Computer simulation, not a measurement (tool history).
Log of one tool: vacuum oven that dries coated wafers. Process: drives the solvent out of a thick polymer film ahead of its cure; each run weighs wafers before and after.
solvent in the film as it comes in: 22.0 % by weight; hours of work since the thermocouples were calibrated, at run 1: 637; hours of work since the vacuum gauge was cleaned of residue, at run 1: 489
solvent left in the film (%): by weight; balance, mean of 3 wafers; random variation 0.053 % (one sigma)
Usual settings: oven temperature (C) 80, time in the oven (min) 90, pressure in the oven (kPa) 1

run   hour  oven temperature (C)  time in the oven (min)  pressure in the oven (kPa)  hours of work since the thermocouples were calibrated  hours of work since the vacuum gauge was cleaned of residue  solvent left in the film (%)
  1      0                    80                      90                           1                                                    637                                                          489                             2
  2   12.9                    80                      90                           1                                                    647                                                          498                          2.15
  3   27.5                    80                      90                           1                                                    658                                                          510                          2.09
  4   37.9                    72                      90                           1                                                    666                                                          517                          4.54
  5   49.8                    76                      90                           1                                                    675                                                          527                          3.16
  6     71                    76                      90                           1                                                    691                                                          543                           3.2
  7   85.7                    76                      90                           1                                                    702                                                          554                          3.22
      88.7  -- vacuum gauge cleaned of residue and calibrated
  8  108.2                    85                      90                         0.8                                                    718                                                           15                          1.05
  9  132.9                    85                      90                         0.8                                                    737                                                           34                          1.06
 10  143.4                    80                      89                        2.18                                                    745                                                           42                          2.77
 11  158.4                    80                      89                        2.18                                                    757                                                           53                          2.79
 12  176.4                    88                      90                         0.6                                                    770                                                           67                          0.62
 13  193.5                    85                     125                        0.52                                                    783                                                           80                          0.65

Forecast each of these 4 alternatives for the next run:
  A  208.1                    90                     125                        3.77                                                    795                                                           91                             ?
  B  208.1                    80                      90                        0.57                                                    795                                                           91                             ?
  C  208.1                    80                     140                           1                                                    795                                                           91                             ?
  D  208.1                    80                      90                        2.08                                                    795                                                           91                             ?

run  solvent left in the film (%)
  A                          1.42
  B                          1.95
  C                          1.08
  D                          2.63
Without the tool's hidden state the same runs would have given:
run  solvent left in the film (%)
  A                          1.26
  B                          1.66
  C                          0.84
  D                          2.34
